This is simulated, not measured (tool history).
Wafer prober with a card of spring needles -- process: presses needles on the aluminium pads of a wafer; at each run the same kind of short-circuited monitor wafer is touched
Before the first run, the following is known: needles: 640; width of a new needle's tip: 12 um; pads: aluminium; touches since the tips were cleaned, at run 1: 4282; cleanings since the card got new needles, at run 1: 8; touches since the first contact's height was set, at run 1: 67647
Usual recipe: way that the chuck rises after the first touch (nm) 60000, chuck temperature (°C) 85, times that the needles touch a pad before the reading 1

run   hour  way that the chuck rises after the first touch (nm)  chuck temperature (°C)  times that the needles touch a pad before the reading  touches since the tips were cleaned  cleanings since the card got new needles  touches since the first contact's height was set  resistance of one needle with its contact and lead (mohm)  way that a needle slides on the pad (nm)
  1      0                                                60000                      85                                                      1                                 4282                                         8                                             67647                                                        226                                     15710
      11.8  -- tips cleaned on abrasive film
  2     28                                                41000                      85                                                      1                                 4582                                         9                                             75523                                                        257                                     10650
        39  -- tips cleaned on abrasive film
  3   56.3                                                41000                      85                                                      1                                 4882                                        10                                             83488                                                        246                                     10610
      66.1  -- tips cleaned on abrasive film
        71  -- tips cleaned on abrasive film, once more
  4   76.5                                                41000                      85                                                      1                                 1531                                        12                                             89128                                                        228                                     10560
  5   94.5                                                60000                      85                                                      1                                 6637                                        12                                             94234                                                        229                                     15610
        97  -- tips cleaned on abrasive film
  6  109.6                                                60000                      85                                                      1                                 3577                                        13                                             98472                                                        227                                     15510
     122.8  -- tips cleaned on abrasive film
  7  131.2                                                60000                      85                                                      1                                 2379                                        14                                            104544                                                        227                                     15580
     148.3  -- tips cleaned on abrasive film
  8  163.2                                                60000                      85                                                      1                                 4194                                        15                                            113536                                                        226                                     15520
     174.6  -- tips cleaned on abrasive film
  9  195.1                                                60000                      85                                                      1                                 5808                                        16                                            122530                                                        232                                     15520
     202.1  -- tips cleaned on abrasive film
 10  223.9                                                60000                      85                                                      1                                 6136                                        17                                            130620                                                        233                                     15490
     229.6  -- tips cleaned on abrasive film
 11  238.4                                                60000                      85                                                      1                                 2496                                        18                                            134699                                                        222                                     15470
 12  253.3                                                64000                      85                                                      1                                 6697                                        18                                            138900                                                        230                                     16510
     255.9  -- tips cleaned on abrasive film
 13  276.8                                                69000                      85                                                      1                                 5904                                        19                                            145508                                                        228                                     17860
     282.7  -- tips cleaned on abrasive film
 14    299                                                69000                      30                                                      1                                 4586                                        20                                            151748                                                        215                                     17800
     309.1  -- tips cleaned on abrasive film
 15  316.6                                                60000                      85                                                      1                                 2103                                        21                                            156695                                                        219                                     15460
     335.9  -- tips cleaned on abrasive film
 16  345.5                                                60000                      85                                                      1                                 2731                                        22                                            164849                                                        223                                     15440
     362.7  -- tips cleaned on abrasive film
 17  378.7                                                60000                      85                                                      1                                 4497                                        23                                            174172                                                        229                                     15430
     389.4  -- tips cleaned on abrasive film
 18  413.5                                                43000                     116                                                      1                                 6807                                        24                                            183977                                                        256                                     10930
     416.9  -- tips cleaned on abrasive film
     443.7  -- tips cleaned on abrasive film
 19  445.6                                                43000                     116                                                      1                                  543                                        26                                            193007                                                        224                                     10910
     469.3  -- tips cleaned on abrasive film
 20  473.4                                                60000                      49                                                      3                                 1152                                        27                                            200813                                                        199                                     15360
 21  489.7                                                61000                      33                                                      2                                 5770                                        27                                            205431                                                        206                                     15630
     494.9  -- tips cleaned on abrasive film
 22  516.4                                                59000                      75                                                      1                                 6083                                        28                                            212945                                                        226                                     15090
     521.2  -- tips cleaned on abrasive film
 23  538.6                                                62000                      74                                                      1                                 4924                                        29                                            219185                                                        224                                     15850
     547.6  -- tips cleaned on abrasive film
 24  561.8                                                50000                      39                                                      2                                 4006                                        30                                            225710                                                        214                                     12730
     574.5  -- tips cleaned on abrasive film
 25  582.6                                                60000                      68                                                      2                                 2279                                        31                                            231538                                                        210                                     15340
       602  -- tips cleaned on abrasive film
 26    611                                                60000                      68                                                      2                                 2533                                        32                                            239538                                                        209                                     15310
     613.3  -- height of the first contact set anew
     629.3  -- tips cleaned on abrasive film
 27  644.3                                                55000                      52                                                      2                                 4226                                        33                                              8722                                                        210                                     14450
     655.5  -- tips cleaned on abrasive film
 28  664.5                                                55000                      52                                                      2                                 2532                                        34                                             14399                                                        206                                     14420
     682.1  -- tips cleaned on abrasive film
 29  696.1                                                55000                      31                                                      2                                 3956                                        35                                             23307                                                        208                                     14410
     708.5  -- tips cleaned on abrasive film
 30  723.3                                                43000                      43                                                      2                                 4201                                        36                                             30968                                                        221                                     11210
     734.5  -- tips cleaned on abrasive film
 31  753.8                                                54000                      85                                                      1                                 5444                                        37                                             39542                                                        231                                     14130
     760.1  -- tips cleaned on abrasive film
 32  779.2                                                54000                      75                                                      1                                 5381                                        38                                             46678                                                        227                                     14060

Consider 4 possible next runs. They are alternatives, not a sequence: every one starts from the tool as it was left by run 32. What does each give?
     787.3  -- tips cleaned on abrasive film
  A   808                                                45000                      63                                                      1                                 5838                                        39                                             54790                                                          ?                                         ?
     787.3  -- tips cleaned on abrasive film
  B   808                                                54000                     101                                                      1                                 5838                                        39                                             54790                                                          ?                                         ?
     787.3  -- tips cleaned on abrasive film
  C   808                                                62000                      85                                                      1                                 5838                                        39                                             54790                                                          ?                                         ?
     787.3  -- tips cleaned on abrasive film
  D   808                                                54000                      75                                                      3                                 5838                                        39                                             54790                                                          ?                                         ?

run  resistance of one needle with its contact and lead (mohm)  way that a needle slides on the pad (nm)
  A                                                        242                                     11700
  B                                                        238                                     14110
  C                                                        231                                     16200
  D                                                        215                                     14060
What these runs would have given with no unlogged condition in the tool:
run  resistance of one needle with its contact and lead (mohm)  way that a needle slides on the pad (nm)
  A                                                        203                                     11790
  B                                                        212                                     14200
  C                                                        207                                     16290
  D                                                        205                                     14150
